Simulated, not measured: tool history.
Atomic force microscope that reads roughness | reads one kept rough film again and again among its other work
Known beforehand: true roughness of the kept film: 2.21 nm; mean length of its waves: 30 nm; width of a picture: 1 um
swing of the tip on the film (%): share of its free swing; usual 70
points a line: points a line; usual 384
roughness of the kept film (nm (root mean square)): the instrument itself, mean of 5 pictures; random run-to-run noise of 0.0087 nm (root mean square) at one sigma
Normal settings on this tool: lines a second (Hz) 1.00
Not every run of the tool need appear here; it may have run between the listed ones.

run	hour	lines a second (Hz)	swing of the tip on the film (%)	points a line	roughness of the kept film (nm (root mean square))
1	0.0	1.00	70	384	1.768
2	4.0	1.00	70	384	1.767
3	10.5	0.98	70	384	1.746
4	19.9	0.98	70	384	1.747
5	26.8	2.10	70	384	1.661
6	32.1	2.10	70	384	1.648
7	41.4	2.10	70	384	1.630
8	46.9	0.97	70	384	1.677
9	51.3	0.97	70	384	1.671
10	58.7	1.74	70	384	1.606
11	66.7	1.00	70	384	1.653
12	76.1	1.00	70	384	1.638
13	83.8	1.00	70	384	1.606
14	88.3	1.00	70	384	1.610
15	97.4	1.00	70	384	1.597
16	103.4	1.00	70	384	1.596
17	109.8	2.82	70	384	1.464
18	118.8	2.82	70	384	1.447
19	123.3	2.24	70	384	1.482
20	131.7	2.24	70	384	1.472
21	135.6	2.24	70	384	1.449
22	143.6	2.24	70	384	1.443
23	148.9	2.24	70	384	1.819
24	154.0	1.00	68	384	1.908
25	158.3	1.00	68	384	1.858
26	167.4	1.00	68	384	1.887
27	175.6	1.00	68	549	1.859
28	184.0	1.94	62	617	1.835
29	193.2	1.94	62	617	1.795
30	198.6	1.94	62	617	1.801
31	206.6	1.94	75	675	1.677
32	214.4	1.00	73	260	1.721
33	222.7	3.76	70	912	1.581
34	232.1	1.00	88	384	1.623
35	238.9	1.00	88	263	1.592
36	248.4	1.00	88	263	1.575
37	258.0	1.00	88	263	1.563
38	266.0	1.00	88	263	1.558
39	275.0	1.00	70	369	1.640
40	284.1	1.00	70	369	1.615
41	291.0	3.39	65	778	1.523
42	295.4	0.89	82	790	1.565
43	300.2	1.00	64	383	1.622
44	305.3	1.00	64	474	1.609
45	313.2	1.00	64	474	1.608
46	320.7	1.13	83	262	1.486
47	327.7	1.56	80	691	1.467
48	333.2	1.00	89	275	1.439
49	342.6	1.00	89	275	1.430
50	351.0	3.41	66	313	1.801
51	357.4	3.41	66	313	1.763
52	366.4	1.00	70	273	1.860

Between the runs listed above, the log contained 4 entries, not reproduced here. Where in the sequence does each belong, and how does what the log doesn't record of the tool's condition differ from the listed run before to the listed run after?
From run 22 to run 23: new tip fitted (hour 146.1)
  radius of the tip, nm: 39.9 -> 10.7
  measured minus no-state result, roughness of the kept film (nm (root mean square)): -0.382 -> -0.014
From run 23 to run 24: height scale calibrated on a step standard (hour 150.6)
  radius of the tip, nm: 10.7 -> 11.3; height scale over the true one, %: -0.15 -> -0.24
  measured minus no-state result, roughness of the kept film (nm (root mean square)): -0.014 -> -0.027
From run 27 to run 28: height scale calibrated on a step standard, once more (hour 179.1)
  radius of the tip, nm: 14.4 -> 15.5; height scale over the true one, %: -0.25 -> 0.01
  measured minus no-state result, roughness of the kept film (nm (root mean square)): -0.077 -> -0.088
From run 49 to run 50: new tip fitted (hour 349.9)
  radius of the tip, nm: 38.4 -> 10.3; height scale over the true one, %: -0.06 -> -0.07
  measured minus no-state result, roughness of the kept film (nm (root mean square)): -0.360 -> -0.005

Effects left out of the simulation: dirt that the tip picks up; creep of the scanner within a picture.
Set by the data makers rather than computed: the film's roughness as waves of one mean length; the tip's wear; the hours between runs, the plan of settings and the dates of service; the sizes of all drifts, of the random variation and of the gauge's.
